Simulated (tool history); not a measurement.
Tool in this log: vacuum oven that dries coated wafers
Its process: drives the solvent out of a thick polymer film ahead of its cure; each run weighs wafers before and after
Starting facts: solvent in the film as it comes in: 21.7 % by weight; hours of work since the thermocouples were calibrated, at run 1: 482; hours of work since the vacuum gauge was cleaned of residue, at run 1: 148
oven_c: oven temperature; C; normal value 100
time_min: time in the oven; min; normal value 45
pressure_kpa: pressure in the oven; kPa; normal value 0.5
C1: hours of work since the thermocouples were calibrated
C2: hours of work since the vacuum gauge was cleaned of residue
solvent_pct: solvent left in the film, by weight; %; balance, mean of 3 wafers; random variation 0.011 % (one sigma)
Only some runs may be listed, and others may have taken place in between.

run 1 hour=0 | oven_c=100 time_min=45 pressure_kpa=0.5 | C1=482 C2=148 | solvent_pct=4.4
run 2 hour=17.6 | oven_c=100 time_min=45 pressure_kpa=0.508 | C1=493 C2=159 | solvent_pct=4.43
run 3 hour=43.9 | oven_c=100 time_min=45 pressure_kpa=0.5 | C1=510 C2=176 | solvent_pct=4.43
run 4 hour=70 | oven_c=100 time_min=45 pressure_kpa=0.5 | C1=527 C2=193 | solvent_pct=4.41
run 5 hour=83 | oven_c=100 time_min=45 pressure_kpa=0.5 | C1=535 C2=201 | solvent_pct=4.41
run 6 hour=100.1 | oven_c=100 time_min=45 pressure_kpa=0.5 | C1=546 C2=212 | solvent_pct=4.39
run 7 hour=113.5 | oven_c=100 time_min=45 pressure_kpa=0.5 | C1=554 C2=221 | solvent_pct=4.41
run 8 hour=141.6 | oven_c=100 time_min=45 pressure_kpa=0.5 | C1=572 C2=239 | solvent_pct=4.41
run 9 hour=164.8 | oven_c=100 time_min=45 pressure_kpa=0.5 | C1=587 C2=254 | solvent_pct=4.41
run 10 hour=177.1 | oven_c=100 time_min=45 pressure_kpa=0.5 | C1=595 C2=262 | solvent_pct=4.4
run 11 hour=191 | oven_c=100 time_min=45 pressure_kpa=0.5 | C1=604 C2=271 | solvent_pct=4.39
run 12 hour=218.4 | oven_c=100 time_min=45 pressure_kpa=0.5 | C1=622 C2=288 | solvent_pct=4.36
run 13 hour=234.2 | oven_c=100 time_min=45 pressure_kpa=0.5 | C1=632 C2=298 | solvent_pct=4.37
run 14 hour=260.1 | oven_c=100 time_min=45 pressure_kpa=0.5 | C1=648 C2=315 | solvent_pct=4.39
run 15 hour=274.3 | oven_c=100 time_min=45 pressure_kpa=0.5 | C1=657 C2=324 | solvent_pct=4.38
run 16 hour=295.8 | oven_c=112 time_min=45 pressure_kpa=0.5 | C1=671 C2=338 | solvent_pct=1.91
run 17 hour=310.1 | oven_c=112 time_min=45 pressure_kpa=0.5 | C1=680 C2=347 | solvent_pct=1.9
run 18 hour=335.6 | oven_c=112 time_min=45 pressure_kpa=0.5 | C1=697 C2=363 | solvent_pct=1.87
run 19 hour=349.6 | oven_c=88 time_min=27 pressure_kpa=0.5 | C1=706 C2=372 | solvent_pct=10.73
run 20 hour=362.9 | oven_c=91 time_min=45 pressure_kpa=0.5 | C1=714 C2=381 | solvent_pct=6.82
run 21 hour=385.1 | oven_c=91 time_min=45 pressure_kpa=0.874 | C1=728 C2=395 | solvent_pct=7.03
run 22 hour=409.1 | oven_c=91 time_min=45 pressure_kpa=0.874 | C1=744 C2=410 | solvent_pct=7.04
-- hour=412.3 vacuum gauge cleaned of residue and calibrated
run 23 hour=433.6 | oven_c=97 time_min=32 pressure_kpa=1.98 | C1=759 C2=14 | solvent_pct=7.98
run 24 hour=460.6 | oven_c=100 time_min=23 pressure_kpa=0.5 | C1=776 C2=31 | solvent_pct=8.58
run 25 hour=472.8 | oven_c=90 time_min=40 pressure_kpa=1.813 | C1=784 C2=39 | solvent_pct=8.61
run 26 hour=499.9 | oven_c=90 time_min=40 pressure_kpa=1.813 | C1=801 C2=56 | solvent_pct=8.6
run 27 hour=522.7 | oven_c=106 time_min=24 pressure_kpa=0.267 | C1=816 C2=71 | solvent_pct=6.63
run 28 hour=536.8 | oven_c=106 time_min=24 pressure_kpa=0.267 | C1=825 C2=80 | solvent_pct=6.6
run 29 hour=549.5 | oven_c=101 time_min=43 pressure_kpa=0.915 | C1=833 C2=88 | solvent_pct=4.56
-- hour=553.5 vacuum gauge cleaned of residue and calibrated, once more
run 30 hour=568.6 | oven_c=110 time_min=27 pressure_kpa=0.5 | C1=844 C2=10 | solvent_pct=4.92
run 31 hour=585.7 | oven_c=107 time_min=80 pressure_kpa=0.525 | C1=855 C2=21 | solvent_pct=0.8
run 32 hour=605.1 | oven_c=107 time_min=55 pressure_kpa=1.714 | C1=868 C2=33 | solvent_pct=2.4
-- hour=627.4 oven's thermocouples calibrated
run 33 hour=630.9 | oven_c=107 time_min=55 pressure_kpa=1.714 | C1=2 C2=48 | solvent_pct=2.69
run 34 hour=649.2 | oven_c=107 time_min=55 pressure_kpa=1.714 | C1=14 C2=60 | solvent_pct=2.69
run 35 hour=671.2 | oven_c=99 time_min=40 pressure_kpa=0.5 | C1=28 C2=74 | solvent_pct=5.72

Measured minus without-hidden-state, run by run (identical run-to-run variation in each term; gauge scatter may differ):
Unlogged tool condition in this case: true wafer temperature over the reading, C; true pressure over the reading, kPa; drift of the gauge itself on solvent_pct, %.
run=1 solvent_pct=-0.17
run=2 solvent_pct=-0.17
run=3 solvent_pct=-0.17
run=4 solvent_pct=-0.18
run=5 solvent_pct=-0.18
run=6 solvent_pct=-0.18
run=7 solvent_pct=-0.18
run=8 solvent_pct=-0.19
run=9 solvent_pct=-0.19
run=10 solvent_pct=-0.19
run=11 solvent_pct=-0.2
run=12 solvent_pct=-0.19
run=13 solvent_pct=-0.2
run=14 solvent_pct=-0.2
run=15 solvent_pct=-0.2
run=16 solvent_pct=-0.13
run=17 solvent_pct=-0.13
run=18 solvent_pct=-0.14
run=19 solvent_pct=-0.21
run=20 solvent_pct=-0.24
run=21 solvent_pct=-0.24
run=22 solvent_pct=-0.25
run=23 solvent_pct=-0.26
run=24 solvent_pct=-0.24
run=25 solvent_pct=-0.26
run=26 solvent_pct=-0.26
run=27 solvent_pct=-0.25
run=28 solvent_pct=-0.25
run=29 solvent_pct=-0.24
run=30 solvent_pct=-0.26
run=31 solvent_pct=-0.09
run=32 solvent_pct=-0.19
run=33 solvent_pct=+0.11
run=34 solvent_pct=+0.11
run=35 solvent_pct=+0.15
